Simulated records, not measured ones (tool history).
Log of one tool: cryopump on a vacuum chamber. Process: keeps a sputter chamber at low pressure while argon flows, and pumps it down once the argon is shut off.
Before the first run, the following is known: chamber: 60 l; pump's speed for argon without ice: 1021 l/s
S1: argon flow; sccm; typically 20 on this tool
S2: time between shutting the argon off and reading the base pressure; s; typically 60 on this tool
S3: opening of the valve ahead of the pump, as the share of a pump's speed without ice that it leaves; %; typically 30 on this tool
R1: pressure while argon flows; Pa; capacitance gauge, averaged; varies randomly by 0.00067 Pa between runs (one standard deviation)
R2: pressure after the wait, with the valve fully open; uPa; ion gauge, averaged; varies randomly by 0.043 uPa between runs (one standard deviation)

run    day  S1   S2  S3      R1    R2
  1  0.000  20   60  30  0.1128  3.80
  2  0.446  20   60  30  0.1118  3.84
  3  1.179  20   60  20  0.1681  3.73
  4  2.146  20   60  20  0.1685  3.75
  5  3.021  20   60  30  0.1132  3.80
  6  3.679  38  132  32  0.2018  2.65
  7  4.167  38   60  20  0.3190  3.88
  8  4.967  15   54  30  0.0854  4.14
  9  5.875  15   54  25  0.1018  4.00
 10  6.554  19   31  58  0.0578  5.99

Here are 4 independent what-if runs from the current tool condition. What would each one return?
  A  7.262   9   60  48   ?   ?
  B  7.262   9  192  58   ?   ?
  C  7.262  17   31  37   ?   ?
  D  7.262  20  197  23   ?   ?

run      R1    R2
  A  0.0321  4.01
  B  0.0272  2.44
  C  0.0805  5.91
  D  0.1479  2.37
Stripped of hidden state, with their random variation kept, the same runs would have yielded:
run      R1    R2
  A  0.0304  2.55
  B  0.0254  0.98
  C  0.0772  4.51
  D  0.1440  0.95

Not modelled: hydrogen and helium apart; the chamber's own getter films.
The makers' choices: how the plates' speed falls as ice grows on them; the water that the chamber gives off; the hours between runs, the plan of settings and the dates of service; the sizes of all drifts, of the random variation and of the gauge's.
